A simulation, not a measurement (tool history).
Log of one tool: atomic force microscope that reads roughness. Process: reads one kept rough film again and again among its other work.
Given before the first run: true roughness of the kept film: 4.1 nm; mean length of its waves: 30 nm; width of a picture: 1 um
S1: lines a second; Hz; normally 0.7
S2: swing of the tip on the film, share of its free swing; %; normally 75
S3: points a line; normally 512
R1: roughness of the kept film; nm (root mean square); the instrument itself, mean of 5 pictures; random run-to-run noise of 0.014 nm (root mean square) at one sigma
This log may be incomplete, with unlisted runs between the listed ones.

{"run": 1, "day": 0.0, "S1": 0.7, "S2": 75, "S3": 512, "R1": 2.81}
{"run": 2, "day": 1.938, "S1": 0.7, "S2": 75, "S3": 512, "R1": 2.455}
{"day": 2.342, "done": "new tip fitted"}
{"run": 3, "day": 3.188, "S1": 0.7, "S2": 62, "S3": 512, "R1": 3.298}
{"run": 4, "day": 4.733, "S1": 0.7, "S2": 80, "S3": 512, "R1": 2.795}
{"run": 5, "day": 6.196, "S1": 0.7, "S2": 78, "S3": 512, "R1": 2.538}
{"day": 6.979, "done": "new tip fitted"}
{"run": 6, "day": 7.675, "S1": 0.7, "S2": 78, "S3": 512, "R1": 3.199}
{"run": 7, "day": 9.188, "S1": 0.7, "S2": 78, "S3": 512, "R1": 2.821}
{"run": 8, "day": 10.554, "S1": 0.7, "S2": 78, "S3": 510, "R1": 2.54}
{"run": 9, "day": 11.392, "S1": 0.7, "S2": 78, "S3": 510, "R1": 2.443}
{"day": 11.642, "done": "new tip fitted"}
{"run": 10, "day": 12.842, "S1": 0.7, "S2": 78, "S3": 510, "R1": 3.136}
{"run": 11, "day": 14.221, "S1": 0.7, "S2": 78, "S3": 510, "R1": 2.838}
{"run": 12, "day": 15.546, "S1": 0.7, "S2": 75, "S3": 512, "R1": 2.585}
{"day": 16.283, "done": "new tip fitted"}
{"run": 13, "day": 16.408, "S1": 0.7, "S2": 75, "S3": 512, "R1": 3.394}
{"run": 14, "day": 18.325, "S1": 0.7, "S2": 75, "S3": 512, "R1": 2.888}
{"run": 15, "day": 20.238, "S1": 1.795, "S2": 65, "S3": 616, "R1": 2.483}
{"day": 21.008, "done": "new tip fitted"}
{"run": 16, "day": 21.208, "S1": 1.384, "S2": 86, "S3": 635, "R1": 3.122}
{"run": 17, "day": 22.358, "S1": 0.944, "S2": 62, "S3": 405, "R1": 3.15}
{"run": 18, "day": 23.842, "S1": 0.674, "S2": 59, "S3": 492, "R1": 2.864}
{"run": 19, "day": 25.375, "S1": 3.144, "S2": 88, "S3": 837, "R1": 1.887}
{"day": 25.733, "done": "new tip fitted"}
{"run": 20, "day": 26.983, "S1": 3.144, "S2": 88, "S3": 837, "R1": 2.347}
{"run": 21, "day": 28.092, "S1": 0.7, "S2": 89, "S3": 499, "R1": 2.735}
{"run": 22, "day": 29.546, "S1": 0.7, "S2": 89, "S3": 499, "R1": 2.453}
{"day": 30.354, "done": "new tip fitted"}
{"run": 23, "day": 31.025, "S1": 0.7, "S2": 89, "S3": 499, "R1": 3.169}

For run 24, what comes out?
{"run": 24, "day": 32.171, "S1": 0.7, "S2": 89, "S3": 499, "R1": "?"}

{"run 24": {"R1": 2.872}}
Minus the tool's unlogged condition, the same run would have read R1 3.337 nm (root mean square).
